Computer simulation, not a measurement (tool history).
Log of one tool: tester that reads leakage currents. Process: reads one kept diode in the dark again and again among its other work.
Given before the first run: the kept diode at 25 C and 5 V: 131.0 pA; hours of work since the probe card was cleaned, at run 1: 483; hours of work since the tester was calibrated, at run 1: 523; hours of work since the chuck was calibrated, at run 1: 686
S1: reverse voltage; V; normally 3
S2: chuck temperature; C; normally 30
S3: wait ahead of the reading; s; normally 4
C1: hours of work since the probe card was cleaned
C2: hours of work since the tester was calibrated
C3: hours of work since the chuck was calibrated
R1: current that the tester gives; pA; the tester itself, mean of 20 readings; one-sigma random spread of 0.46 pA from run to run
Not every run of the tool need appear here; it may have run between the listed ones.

run,day,S1,S2,S3,C1,C2,C3,R1
1,0,3,30,4,483,523,686,147.72
2,1.117,3,30,4,502,543,706,147.42
3,1.729,3,30,4,513,553,716,147.36
4,2.558,3,30,4,527,568,731,147.55
5,3.808,3,30,4,549,590,753,145.87
6,4.479,3,23,4,561,602,765,79.8

Run 7 has not been measured yet. What should we expect?
7,5.646,4.29,21,4,582,622,785,?

R1: 81.58 pA
Had the tool carried no hidden state, the very same run would have given R1 83.98 pA.
